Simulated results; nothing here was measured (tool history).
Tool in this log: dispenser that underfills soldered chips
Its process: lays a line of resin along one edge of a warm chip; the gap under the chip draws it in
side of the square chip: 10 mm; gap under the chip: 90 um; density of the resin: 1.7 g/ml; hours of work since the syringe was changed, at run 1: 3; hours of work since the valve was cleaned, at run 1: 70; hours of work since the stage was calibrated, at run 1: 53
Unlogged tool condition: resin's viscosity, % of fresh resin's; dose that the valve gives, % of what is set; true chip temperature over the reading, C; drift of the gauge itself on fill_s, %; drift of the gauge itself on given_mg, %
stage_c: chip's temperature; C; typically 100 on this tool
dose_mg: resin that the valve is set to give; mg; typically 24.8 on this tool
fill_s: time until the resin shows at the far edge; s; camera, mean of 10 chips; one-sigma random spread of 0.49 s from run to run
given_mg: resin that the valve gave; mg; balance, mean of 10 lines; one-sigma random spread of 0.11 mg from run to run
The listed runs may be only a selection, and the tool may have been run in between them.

run	hour	stage_c	dose_mg	hours of work since the syringe was changed	hours of work since the valve was cleaned	hours of work since the stage was calibrated	fill_s	given_mg
1	0	100	24.8	3	70	53	43.1	23.46
2	3.9	100	24.8	6	74	56	47	22.98
# hour 7.3: new syringe of resin
3	7.7	100	24.8	0	76	59	38.8	23.18
4	13.2	100	24.8	5	81	63	44.6	22.92
5	16	100	27.1	7	83	65	47.5	25.05
# hour 17.9: new syringe of resin
6	20.2	100	27.1	2	86	68	41.5	25.03
7	24.8	100	27.1	5	89	72	45.1	25.16
# hour 28.5: new syringe of resin
8	30	100	24.8	1	93	76	39.4	22.69
9	33.9	100	24.8	4	96	79	43.6	22.7
# hour 39.2: new syringe of resin
10	39.5	100	24.8	0	101	83	38.8	22.46
11	44.3	100	24.8	4	104	87	42.4	22.34
12	47.2	100	24.8	6	107	89	47	22.23
# hour 49.8: new syringe of resin
13	52.6	100	24.8	2	111	93	41.6	22.3
14	55.7	100	23.5	5	113	95	44.7	20.83
15	59.5	100	23.5	8	116	98	50	20.82
# hour 60.5: new syringe of resin
# hour 61.5: dispensing valve cleaned and set on the balance
16	64.9	100	24.8	3	3	102	41.6	24.95
17	68.7	100	24.8	6	6	105	44.6	24.91
# hour 72.1: new syringe of resin
18	73.6	100	24.8	1	9	108	38.9	24.65
19	77.9	100	24.8	5	13	112	43.5	24.58
20	81.7	100	25.9	8	16	115	46.6	25.7
# hour 82.8: new syringe of resin
21	85.3	99	28	2	18	117	41	27.78
22	88.3	103	21.4	4	21	120	38.7	21.14
# hour 93.5: new syringe of resin
23	94	87	24.8	0	25	124	67	24.16
24	98.2	109	24.1	4	28	127	28.3	23.58
25	101.8	112	26.8	7	31	130	28.5	25.92
# hour 104.3: new syringe of resin
26	106.5	96	24.1	2	34	133	46.6	23.44
27	111.1	98	22.8	5	38	137	49.8	22.05
# hour 114.8: new syringe of resin
28	116	115	25.8	1	42	141	21.3	25.09
29	120.6	115	25.8	5	45	144	23.6	24.62
30	124.1	99	23.6	7	48	147	48.6	22.61
# hour 125.6: new syringe of resin
31	128.1	99	23.6	2	51	150	41.1	22.48
32	131.2	107	23.3	4	53	152	32.7	22.41
33	135.3	107	23.3	8	57	156	35.3	22.13
# hour 136.3: new syringe of resin
34	138.6	96	29.1	2	59	158	46.5	27.41
35	141.4	96	29.1	4	61	160	48.2	27.48

Consider 3 possible next runs. They are alternatives, not a sequence: every one starts from the tool as it was left by run 35. What does each give?
A	146.1	87	22.6	8	65	164	?	?
B	146.1	104	22	8	65	164	?	?
C	146.1	110	24.9	8	65	164	?	?

run	fill_s	given_mg
A	86.1	21.23
B	41.4	20.68
C	31.7	23.37
The same runs, with their run-to-run variation unchanged, on a tool lacking any hidden condition would have given:
run	fill_s	given_mg
A	70	22.6
B	33.5	22.02
C	25.6	24.88
